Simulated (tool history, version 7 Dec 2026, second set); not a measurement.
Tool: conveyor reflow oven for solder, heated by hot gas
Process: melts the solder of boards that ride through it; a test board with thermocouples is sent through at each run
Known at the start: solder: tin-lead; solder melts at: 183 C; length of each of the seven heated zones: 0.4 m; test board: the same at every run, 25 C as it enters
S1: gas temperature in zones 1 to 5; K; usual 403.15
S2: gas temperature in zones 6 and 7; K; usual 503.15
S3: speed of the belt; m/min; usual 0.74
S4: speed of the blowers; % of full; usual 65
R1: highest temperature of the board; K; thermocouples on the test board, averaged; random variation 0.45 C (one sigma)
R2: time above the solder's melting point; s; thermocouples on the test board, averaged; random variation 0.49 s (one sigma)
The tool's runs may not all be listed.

run	day	S1	S2	S3	S4	R1	R2
1	0	403.15	503.15	0.74	65	482.95	40.3
2	2.008	403.15	503.15	0.74	65	482.65	41.5
3	2.9	403.15	503.15	0.834	65	478.45	31.2
4	3.954	403.15	503.15	0.834	65	477.75	30.9
5	5.396	403.15	503.15	0.834	65	476.55	30.2
6	7.392	403.15	503.15	0.74	65	481.75	40.8
7	9.167	403.15	503.15	0.74	64	481.05	39.2
# day 9.908: flux residue cleaned out of gas plates and filters
8	11.312	403.15	503.15	0.74	64	484.05	41.6
# day 12.608: thermocouples of zones 6 and 7 changed
9	13.458	403.15	503.15	0.665	65	489.45	52
# day 13.729: belt drive overhauled, speed set with a stopwatch
10	14.833	403.15	491.15	0.74	65	475.65	35.5
11	16.05	403.15	491.15	0.74	65	475.35	35.8
12	17.633	403.15	491.15	0.74	65	475.35	34.5
13	18.862	403.15	503.15	0.74	65	486.15	43.6
# day 20.296: belt drive overhauled, speed set with a stopwatch, once more
14	21.112	403.15	503.15	0.74	65	484.95	42
15	22.242	411.15	503.15	0.74	65	486.25	45.5
16	24.233	388.15	503.15	0.74	76	483.55	38.5
17	25.458	415.15	493.15	0.643	66	481.85	52.4
18	26.325	406.15	493.15	0.643	66	480.45	47.1
19	28.358	398.15	512.15	0.643	62	495.85	55.7
20	29.388	398.15	512.15	0.643	62	495.25	55.9
21	30.904	398.15	512.15	0.643	62	494.95	56
22	31.867	403.15	503.15	0.637	50	485.55	50.9
23	33.354	392.15	503.15	0.74	76	483.35	38.2
24	34.383	392.15	503.15	0.74	76	483.45	38.1
25	36.204	403.15	503.15	0.74	55	481.35	38.8
# day 36.542: flux residue cleaned out of gas plates and filters
26	38.396	404.15	503.15	0.736	55	482.95	41.9
27	40.358	404.15	499.15	0.736	55	479.15	37.6
28	42.029	403.15	503.15	0.74	78	487.15	44.3
29	43.804	400.15	500.15	0.76	74	482.15	38.6
30	44.7	403.15	503.15	0.764	65	482.95	39

3 ways to go on from here, each from the tool as it stands after run 30. What would each give?
A	46.433	416.15	503.15	0.806	65	?	?
B	46.433	403.15	503.15	0.65	55	?	?
C	46.433	403.15	501.15	0.74	65	?	?

run	R1	R2
A	484.15	40.7
B	485.95	49.8
C	481.95	40.3
Without the tool's hidden state the same runs would have given:
run	R1	R2
A	486.35	42.3
B	488.15	51.6
C	484.25	42.3

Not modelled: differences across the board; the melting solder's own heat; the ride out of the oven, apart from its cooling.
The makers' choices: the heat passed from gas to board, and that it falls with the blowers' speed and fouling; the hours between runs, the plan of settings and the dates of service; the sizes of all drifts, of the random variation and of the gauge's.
